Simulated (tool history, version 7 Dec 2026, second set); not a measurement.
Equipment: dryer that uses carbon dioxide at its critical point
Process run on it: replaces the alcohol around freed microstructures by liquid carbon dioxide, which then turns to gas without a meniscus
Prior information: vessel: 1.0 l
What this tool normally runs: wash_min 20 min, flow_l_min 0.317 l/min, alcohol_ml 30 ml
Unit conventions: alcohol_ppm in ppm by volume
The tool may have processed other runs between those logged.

run,hour,wash_min,flow_l_min,alcohol_ml,alcohol_ppm
1,0,20,0.317,30,103
2,7.5,20,0.317,30,115
3,15.6,20,0.317,30,110
4,32.8,20,0.317,30,114
5,44.5,20,0.317,30,108
6,62.5,20,0.317,30,113
7,72.3,29,0.317,30,20
8,83.7,29,0.317,30,29
9,99.1,29,0.317,30,19
10,114.3,29,0.317,56,32
11,127.1,20,0.317,30,127
12,141.2,20,0.317,30,128
13,158.9,20,0.317,30,131
14,168.6,20,0.317,30,128
15,178.7,20,0.442,30,37
16,187.2,20,0.202,30,849
17,197.1,20,0.202,30,837
18,214.4,20,0.202,115,3108
19,223.4,27,0.197,35,334
20,233.8,27,0.197,35,340
21,244.2,27,0.197,35,333
22,260.5,16,0.273,60,1328
23,269.4,20,0.285,23,177
24,283.5,20,0.285,23,189
25,301.3,20,0.285,23,178
26,314.3,14,0.239,48,2582
27,331.7,12,0.3,30,1308
28,343.7,29,0.418,104,41
29,361.6,15,0.317,105,1716
30,379,15,0.512,105,170

How would selected steps in alcohol_ppm from run to run divide? Give the signed amount a tool lacking its hidden state would still show from settings, what came in and random variation, and the signed amount left for the hidden state, including any gauge scatter that is not in both of the compared results.
The hidden state here: flow that reaches the vessel past the clogged filter, %; alcohol in the recycled carbon dioxide, ppm; drift of the gauge itself on alcohol_ppm, %.
Run 17 -> 18: alcohol_ml 30 -> 115. alcohol_ppm +2271 ppm by volume: hidden state +760, all else +1511.
Run 18 -> 19: wash_min 20 -> 27, flow_l_min 0.202 -> 0.197, alcohol_ml 115 -> 35. alcohol_ppm -2774 ppm by volume: hidden state -894, all else -1880.
Run 25 -> 26: wash_min 20 -> 14, flow_l_min 0.285 -> 0.239, alcohol_ml 23 -> 48. alcohol_ppm +2404 ppm by volume: hidden state +720, all else +1684.
